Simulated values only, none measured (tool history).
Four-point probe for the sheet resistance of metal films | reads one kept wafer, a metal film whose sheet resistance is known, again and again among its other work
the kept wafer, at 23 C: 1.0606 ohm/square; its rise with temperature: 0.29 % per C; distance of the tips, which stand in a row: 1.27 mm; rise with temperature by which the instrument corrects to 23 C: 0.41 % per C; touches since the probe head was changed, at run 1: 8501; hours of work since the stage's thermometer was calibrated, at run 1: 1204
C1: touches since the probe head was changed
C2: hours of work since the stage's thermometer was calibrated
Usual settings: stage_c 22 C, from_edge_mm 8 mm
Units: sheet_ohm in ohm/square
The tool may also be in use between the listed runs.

Run 1, hour 0: usual settings; C1 8501; C2 1204. Result: sheet_ohm 1.072577 ohm/square.
Run 2, hour 20: usual settings; C1 9096; C2 1213. Result: sheet_ohm 1.072391 ohm/square.
Run 3, hour 41.8: usual settings; C1 9741; C2 1223. Result: sheet_ohm 1.072333 ohm/square.
Run 4, hour 73.6: usual settings; C1 10686; C2 1237. Result: sheet_ohm 1.072488 ohm/square.
Run 5, hour 90.7: usual settings; C1 11194; C2 1245. Result: sheet_ohm 1.072375 ohm/square.
Run 6, hour 120.9: usual settings; C1 12092; C2 1259. Result: sheet_ohm 1.07256 ohm/square.
Run 7, hour 139.6: usual settings but stage_c 18 C; C1 12648; C2 1267. Result: sheet_ohm 1.077831 ohm/square.
Run 8, hour 154: usual settings but stage_c 20 C; C1 13076; C2 1273. Result: sheet_ohm 1.074888 ohm/square.
Run 9, hour 183.5: usual settings but stage_c 20 C; C1 13952; C2 1287. Result: sheet_ohm 1.075581 ohm/square.
At hour 186.8: stage's thermometer calibrated.
Run 10, hour 211.4: usual settings but stage_c 20 C; C1 14764; C2 11. Result: sheet_ohm 1.07457 ohm/square.
Run 11, hour 242.9: usual settings but stage_c 27 C; C1 15700; C2 25. Result: sheet_ohm 1.065961 ohm/square.
Run 12, hour 261.2: usual settings but from_edge_mm 28 mm; C1 16244; C2 33. Result: sheet_ohm 1.059405 ohm/square.
Run 13, hour 276.5: usual settings but stage_c 19 C; C1 16699; C2 40. Result: sheet_ohm 1.0765 ohm/square.
Run 14, hour 298.4: usual settings but stage_c 19 C; C1 17350; C2 50. Result: sheet_ohm 1.076143 ohm/square.
At hour 301.4: stage's thermometer calibrated, once more.
Run 15, hour 330.8: usual settings but stage_c 23 C, from_edge_mm 58 mm; C1 18296; C2 13. Result: sheet_ohm 1.057589 ohm/square.
Run 16, hour 353.8: usual settings but stage_c 23 C, from_edge_mm 58 mm; C1 18979; C2 23. Result: sheet_ohm 1.058041 ohm/square.

Forecast run 17:
Run 17, hour 373: usual settings but stage_c 23 C, from_edge_mm 58 mm; C1 19549; C2 32. Result: sheet_ohm ?.

sheet_ohm: 1.057448 ohm/square
Without the tool's hidden state the same run would have given sheet_ohm 1.060513 ohm/square.

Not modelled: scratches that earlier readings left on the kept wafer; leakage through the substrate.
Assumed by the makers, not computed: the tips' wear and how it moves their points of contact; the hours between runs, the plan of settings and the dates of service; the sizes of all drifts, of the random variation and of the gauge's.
